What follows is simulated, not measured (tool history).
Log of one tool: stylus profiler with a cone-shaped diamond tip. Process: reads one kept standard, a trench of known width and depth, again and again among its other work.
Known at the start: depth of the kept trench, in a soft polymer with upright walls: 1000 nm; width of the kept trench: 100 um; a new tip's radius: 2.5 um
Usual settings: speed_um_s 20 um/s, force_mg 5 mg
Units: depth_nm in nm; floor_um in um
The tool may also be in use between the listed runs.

| run | hour | speed_um_s | force_mg | depth_nm | floor_um |
|---|---|---|---|---|---|
| 1 | 0 | 20 | 5 | 1019.05 | 95.87 |
| 2 | 83 | 9 | 5 | 1018.83 | 95.92 |
| 3 | 172.6 | 20 | 5 | 1019.01 | 95.9 |
| 4 | 288.8 | 20 | 5 | 1019.3 | 95.89 |
| 5 | 378.8 | 20 | 5 | 1019.41 | 95.83 |
| 6 | 485.1 | 20 | 11.23 | 1032.96 | 95.93 |
| 7 | 544.3 | 20 | 11.23 | 1032.62 | 95.92 |
| 8 | 606.9 | 20 | 6.23 | 1022.2 | 95.89 |
| 9 | 698.6 | 20 | 6.23 | 1021.83 | 95.86 |
| 10 | 826.3 | 65 | 5 | 1019.18 | 95.68 |
| 11 | 892.2 | 65 | 5 | 1019.24 | 95.68 |
| 12 | 1018.6 | 20 | 5 | 1019.22 | 95.85 |
| 13 | 1100.5 | 13 | 5 | 1019.47 | 95.94 |
| 14 | 1200.7 | 32 | 5 | 1018.77 | 95.81 |
| 15 | 1260.1 | 20 | 14.1 | 1038.02 | 95.9 |
| 16 | 1338.9 | 20 | 14.1 | 1038.71 | 95.88 |
| 17 | 1440 | 20 | 5 | 1019.24 | 95.88 |
| 18 | 1518.5 | 20 | 5 | 1019.09 | 95.83 |
|  | 1623.7 | height scale calibrated on a step standard |
| 19 | 1623.7 | 6 | 5 | 1019.02 | 95.93 |
| 20 | 1755.7 | 20 | 1.89 | 1010.45 | 95.83 |
| 21 | 1842.1 | 20 | 1.89 | 1010.15 | 95.83 |
| 22 | 1972.8 | 20 | 5 | 1019.46 | 95.85 |
|  | 2043.9 | new tip fitted, height scale calibrated |
| 23 | 2043.9 | 20 | 5 | 1018.95 | 95.91 |
| 24 | 2116 | 7 | 11.51 | 1033.19 | 96 |
| 25 | 2193.1 | 37 | 5 | 1018.86 | 95.8 |
| 26 | 2273.5 | 37 | 5 | 1019.13 | 95.78 |
| 27 | 2371.5 | 6 | 10.75 | 1031.94 | 95.97 |
| 28 | 2479.6 | 6 | 10.75 | 1031.94 | 96.01 |
| 29 | 2611.2 | 6 | 10.75 | 1031.44 | 95.95 |
| 30 | 2705.9 | 25 | 13.91 | 1037.61 | 95.99 |
| 31 | 2767.9 | 6 | 6.09 | 1021.64 | 95.95 |
| 32 | 2864.2 | 59 | 2.37 | 1011.38 | 95.65 |
| 33 | 2954.7 | 59 | 2.37 | 1011.74 | 95.63 |
| 34 | 3035.2 | 14 | 6.71 | 1023.51 | 95.9 |
| 35 | 3138.2 | 5 | 5 | 1018.93 | 95.97 |
| 36 | 3262.6 | 12 | 7.3 | 1024.55 | 95.98 |
| 37 | 3350.8 | 12 | 7.3 | 1024.86 | 95.91 |
| 38 | 3424.8 | 24 | 1.71 | 1009.33 | 95.79 |
| 39 | 3481.9 | 24 | 1.71 | 1009.42 | 95.78 |
| 40 | 3549.6 | 24 | 1.71 | 1009.12 | 95.84 |
| 41 | 3613.2 | 10 | 5 | 1018.96 | 95.95 |
|  | 3743.7 | height scale calibrated on a step standard |
| 42 | 3745.9 | 61 | 2.66 | 1012.48 | 95.63 |
| 43 | 3865.6 | 19 | 1.93 | 1010.17 | 95.85 |
| 44 | 3986.3 | 19 | 1.93 | 1010.73 | 95.86 |
| 45 | 4062.7 | 50 | 10.04 | 1030.43 | 95.87 |

4 ways to go on from here, each from the tool as it stands after run 45. What would each give?
| A | 4141.6 | 17 | 7.03 | ? | ? |
| B | 4141.6 | 15 | 2.1 | ? | ? |
| C | 4141.6 | 6 | 5 | ? | ? |
| D | 4141.6 | 14 | 6.26 | ? | ? |

| run | depth_nm | floor_um |
|---|---|---|
| A | 1024.15 | 95.97 |
| B | 1010.71 | 95.92 |
| C | 1019.39 | 95.94 |
| D | 1022.18 | 95.98 |
Without the tool's hidden state the same runs would have given:
| run | depth_nm | floor_um |
|---|---|---|
| A | 1024.16 | 95.98 |
| B | 1010.72 | 95.93 |
| C | 1019.4 | 95.95 |
| D | 1022.19 | 96 |
